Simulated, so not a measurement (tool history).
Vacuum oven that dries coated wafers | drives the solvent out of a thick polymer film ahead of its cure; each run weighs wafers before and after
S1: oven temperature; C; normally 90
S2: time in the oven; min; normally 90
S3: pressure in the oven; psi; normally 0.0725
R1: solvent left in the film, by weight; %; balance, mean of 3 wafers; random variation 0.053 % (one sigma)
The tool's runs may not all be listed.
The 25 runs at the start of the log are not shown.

| run | hour | S1 | S2 | S3 | R1 |
|---|---|---|---|---|---|
| 26 | 2088.3 | 102 | 103 | 0.0725 | 0.6 |
| 27 | 2139.9 | 83 | 45 | 0.0515 | 6.71 |
| 28 | 2241.1 | 100 | 73 | 0.1561 | 1.6 |
| 29 | 2332.7 | 87 | 107 | 0.0705 | 2.98 |
|  | 2401.1 | vacuum gauge cleaned of residue and calibrated, once more |
| 30 | 2451.3 | 87 | 107 | 0.0705 | 2.61 |
| 31 | 2543.4 | 87 | 107 | 0.0705 | 2.7 |
| 32 | 2650.1 | 87 | 107 | 0.0705 | 2.7 |
| 33 | 2744.7 | 104 | 123 | 0.0582 | 0.3 |
| 34 | 2866.9 | 104 | 123 | 0.0582 | 0.34 |
| 35 | 2928.3 | 95 | 155 | 0.0582 | 0.53 |
| 36 | 2989.9 | 94 | 155 | 0.0883 | 0.87 |
| 37 | 3045.6 | 94 | 65 | 0.0883 | 2.85 |
|  | 3067.1 | oven's thermocouples calibrated |
| 38 | 3114.7 | 94 | 65 | 0.0883 | 2.01 |
| 39 | 3214.6 | 94 | 65 | 0.0883 | 2.08 |
| 40 | 3319.2 | 88 | 51 | 0.2012 | 4.94 |
| 41 | 3443.9 | 88 | 51 | 0.2012 | 5.04 |
| 42 | 3526.3 | 93 | 96 | 0.0725 | 1.38 |
| 43 | 3651.3 | 102 | 96 | 0.0756 | 0.42 |
| 44 | 3736.7 | 102 | 88 | 0.06 | 0.41 |
| 45 | 3833 | 90 | 65 | 0.0725 | 3.13 |
| 46 | 3911.8 | 90 | 65 | 0.0725 | 3.21 |
| 47 | 4006.8 | 90 | 87 | 0.0725 | 2.3 |

Branching from run 47: 4 alternative next runs. What would each branch give?
| A | 4075.5 | 103 | 133 | 0.0901 | ? |
| B | 4075.5 | 79 | 90 | 0.2132 | ? |
| C | 4075.5 | 90 | 87 | 0.1796 | ? |
| D | 4075.5 | 90 | 87 | 0.2221 | ? |

| run | R1 |
|---|---|
| A | 0.49 |
| B | 5.8 |
| C | 2.76 |
| D | 2.96 |
Stripped of hidden state, with their random variation kept, the same runs would have yielded:
| run | R1 |
|---|---|
| A | 0.38 |
| B | 5.32 |
| C | 2.36 |
| D | 2.55 |
